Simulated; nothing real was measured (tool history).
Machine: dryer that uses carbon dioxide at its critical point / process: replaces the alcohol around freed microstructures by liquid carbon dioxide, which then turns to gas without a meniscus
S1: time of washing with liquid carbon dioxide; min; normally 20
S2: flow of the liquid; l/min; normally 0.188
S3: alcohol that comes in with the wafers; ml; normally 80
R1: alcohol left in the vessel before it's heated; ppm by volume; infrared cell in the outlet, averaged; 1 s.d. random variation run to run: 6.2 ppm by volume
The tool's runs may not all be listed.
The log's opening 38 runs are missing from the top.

run 39 hour=636.9 | S1=20 S2=0.194 S3=92 | R1=357
run 40 hour=653.9 | S1=20 S2=0.194 S3=92 | R1=365
run 41 hour=674.3 | S1=20 S2=0.194 S3=92 | R1=375
run 42 hour=698.0 | S1=13 S2=0.311 S3=50 | R1=216
run 43 hour=721.4 | S1=14 S2=0.171 S3=93 | R1=3578
run 44 hour=736.2 | S1=13 S2=0.198 S3=76 | R1=2169
run 45 hour=760.7 | S1=18 S2=0.167 S3=67 | R1=994
run 46 hour=776.5 | S1=30 S2=0.291 S3=83 | R1=81
run 47 hour=790.7 | S1=20 S2=0.223 S3=25 | R1=104

Here are 4 independent what-if runs from the current tool condition. What would each one return?
run A hour=802.9 | S1=18 S2=0.132 S3=42 | R1=?
run B hour=802.9 | S1=23 S2=0.235 S3=103 | R1=?
run C hour=802.9 | S1=17 S2=0.155 S3=85 | R1=?
run D hour=802.9 | S1=17 S2=0.188 S3=67 | R1=?

run=A R1=1655
run=B R1=105
run=C R1=2247
run=D R1=794
Take away the tool's hidden state, keep each run's random variation, and the runs would have read:
run=A R1=1310
run=B R1=20
run=C R1=1766
run=D R1=560
